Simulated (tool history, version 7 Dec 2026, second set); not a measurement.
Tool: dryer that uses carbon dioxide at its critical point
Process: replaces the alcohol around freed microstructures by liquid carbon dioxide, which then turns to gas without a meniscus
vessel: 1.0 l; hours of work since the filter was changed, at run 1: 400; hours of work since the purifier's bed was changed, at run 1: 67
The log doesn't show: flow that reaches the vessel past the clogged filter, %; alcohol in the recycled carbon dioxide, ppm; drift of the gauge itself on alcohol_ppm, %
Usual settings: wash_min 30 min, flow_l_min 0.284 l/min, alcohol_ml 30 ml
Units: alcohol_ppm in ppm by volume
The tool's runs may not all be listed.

run,day,wash_min,flow_l_min,alcohol_ml,hours of work since the filter was changed,hours of work since the purifier's bed was changed,alcohol_ppm
1,0,30,0.284,30,400,67,62
2,0.242,30,0.466,30,403,69,13
3,0.529,30,0.239,30,405,72,167
# day 0.804: inlet filter changed
4,0.967,30,0.239,30,2,75,70
5,1.308,30,0.239,30,5,79,72
6,1.658,30,0.239,30,8,82,77
7,2.021,30,0.239,30,11,85,73
8,2.508,30,0.239,30,16,90,75
9,2.888,30,0.239,30,19,93,76
10,3.146,30,0.239,30,22,96,83
11,3.517,30,0.239,30,25,99,89
12,3.917,30,0.239,30,29,103,77
13,4.271,33,0.239,30,32,106,60
14,4.679,28,0.323,26,36,110,30
15,4.988,28,0.323,26,39,113,34
16,5.392,28,0.323,26,43,117,40
17,5.846,45,0.263,54,47,121,31
18,6.312,45,0.189,74,51,125,78
19,6.767,46,0.411,36,55,129,30
20,7.067,46,0.411,36,58,132,22
21,7.483,46,0.411,36,62,136,24
22,7.696,46,0.316,96,64,138,26
23,7.921,46,0.316,96,66,140,32

4 ways to go on from here, each from the tool as it stands after run 23. What would each give?
A,8.192,33,0.188,51,69,143,?
B,8.192,30,0.284,101,69,143,?
C,8.192,36,0.383,20,69,143,?
D,8.192,32,0.246,54,69,143,?

run,alcohol_ppm
A,292
B,92
C,25
D,97
Without the tool's hidden state the same runs would have given:
run,alcohol_ppm
A,233
B,56
C,2
D,63
